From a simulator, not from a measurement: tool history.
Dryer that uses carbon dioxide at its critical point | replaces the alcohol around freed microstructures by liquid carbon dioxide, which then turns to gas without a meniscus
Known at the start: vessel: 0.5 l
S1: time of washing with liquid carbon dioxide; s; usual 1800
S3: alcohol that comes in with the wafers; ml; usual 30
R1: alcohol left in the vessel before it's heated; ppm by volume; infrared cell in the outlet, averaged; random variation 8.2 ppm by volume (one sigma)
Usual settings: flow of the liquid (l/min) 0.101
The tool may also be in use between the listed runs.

{"run": 1, "hour": 0.0, "S1": 1800, "flow of the liquid (l/min)": 0.101, "S3": 30, "R1": 726}
{"run": 2, "hour": 7.6, "S1": 2100, "flow of the liquid (l/min)": 0.101, "S3": 30, "R1": 363}
{"run": 3, "hour": 25.5, "S1": 2700, "flow of the liquid (l/min)": 0.101, "S3": 30, "R1": 121}
{"run": 4, "hour": 37.0, "S1": 2700, "flow of the liquid (l/min)": 0.101, "S3": 30, "R1": 126}
{"run": 5, "hour": 53.1, "S1": 2700, "flow of the liquid (l/min)": 0.083, "S3": 30, "R1": 322}
{"hour": 55.2, "done": "inlet filter changed"}
{"run": 6, "hour": 63.7, "S1": 1800, "flow of the liquid (l/min)": 0.169, "S3": 30, "R1": 68}
{"run": 7, "hour": 75.7, "S1": 1800, "flow of the liquid (l/min)": 0.101, "S3": 30, "R1": 518}
{"run": 8, "hour": 88.5, "S1": 1800, "flow of the liquid (l/min)": 0.101, "S3": 30, "R1": 504}
{"run": 9, "hour": 100.0, "S1": 1800, "flow of the liquid (l/min)": 0.101, "S3": 30, "R1": 530}
{"run": 10, "hour": 117.3, "S1": 1620, "flow of the liquid (l/min)": 0.066, "S3": 61, "R1": 7657}
{"run": 11, "hour": 132.1, "S1": 1620, "flow of the liquid (l/min)": 0.066, "S3": 61, "R1": 8014}
{"run": 12, "hour": 150.4, "S1": 1860, "flow of the liquid (l/min)": 0.066, "S3": 92, "R1": 7898}
{"run": 13, "hour": 161.8, "S1": 1860, "flow of the liquid (l/min)": 0.066, "S3": 92, "R1": 8127}
{"run": 14, "hour": 171.7, "S1": 1860, "flow of the liquid (l/min)": 0.066, "S3": 92, "R1": 8341}
{"run": 15, "hour": 187.1, "S1": 1860, "flow of the liquid (l/min)": 0.066, "S3": 92, "R1": 8615}
{"run": 16, "hour": 205.3, "S1": 1860, "flow of the liquid (l/min)": 0.061, "S3": 92, "R1": 10706}

4 ways to go on from here, each from the tool as it stands after run 16. What would each give?
{"run": "A", "hour": 218.4, "S1": 2100, "flow of the liquid (l/min)": 0.109, "S3": 92, "R1": "?"}
{"run": "B", "hour": 218.4, "S1": 2580, "flow of the liquid (l/min)": 0.074, "S3": 92, "R1": "?"}
{"run": "C", "hour": 218.4, "S1": 2640, "flow of the liquid (l/min)": 0.061, "S3": 69, "R1": "?"}
{"run": "D", "hour": 218.4, "S1": 1800, "flow of the liquid (l/min)": 0.1, "S3": 30, "R1": "?"}

run=A R1=566
run=B R1=1581
run=C R1=2537
run=D R1=629
Without the tool's hidden state the same runs would have given:
run=A R1=372
run=B R1=1175
run=C R1=2000
run=D R1=446
